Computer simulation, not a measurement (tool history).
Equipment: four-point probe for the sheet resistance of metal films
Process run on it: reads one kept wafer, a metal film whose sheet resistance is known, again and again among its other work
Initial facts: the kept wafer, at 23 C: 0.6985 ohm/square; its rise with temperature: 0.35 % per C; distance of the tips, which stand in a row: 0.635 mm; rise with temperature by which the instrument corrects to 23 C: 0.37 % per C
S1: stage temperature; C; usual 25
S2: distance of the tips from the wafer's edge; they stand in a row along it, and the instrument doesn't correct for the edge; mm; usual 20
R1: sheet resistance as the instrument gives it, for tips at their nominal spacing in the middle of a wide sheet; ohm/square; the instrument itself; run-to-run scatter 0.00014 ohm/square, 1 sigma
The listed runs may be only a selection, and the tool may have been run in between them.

run,hour,S1,S2,R1
1,0.0,25,20,0.694789
2,12.2,26,20,0.694627
3,20.1,34,20,0.693564
4,33.1,34,20,0.693656
5,44.4,33,20,0.693652
6,51.7,20,20,0.695253
7,64.8,20,20,0.695054
8,76.7,20,20,0.695043
9,84.7,20,20,0.695249
# hour 86.1: stage's thermometer calibrated
10,99.2,25,20,0.694503
11,113.6,21,37,0.694441
12,128.3,19,6,0.699030
13,139.8,19,8,0.697107
# hour 146.6: stage's thermometer calibrated, once more
14,151.4,22,36,0.695609
15,164.0,24,20,0.695543
16,171.2,24,32,0.695178

Alternative continuations, all from the tool just after run 16; predict every row:
A,182.9,32,20,?
B,182.9,27,23,?
C,182.9,33,45,?

run,R1
A,0.694825
B,0.695095
C,0.694317
With no hidden state in the tool, these same runs would have given:
run,R1
A,0.698049
B,0.698321
C,0.697539

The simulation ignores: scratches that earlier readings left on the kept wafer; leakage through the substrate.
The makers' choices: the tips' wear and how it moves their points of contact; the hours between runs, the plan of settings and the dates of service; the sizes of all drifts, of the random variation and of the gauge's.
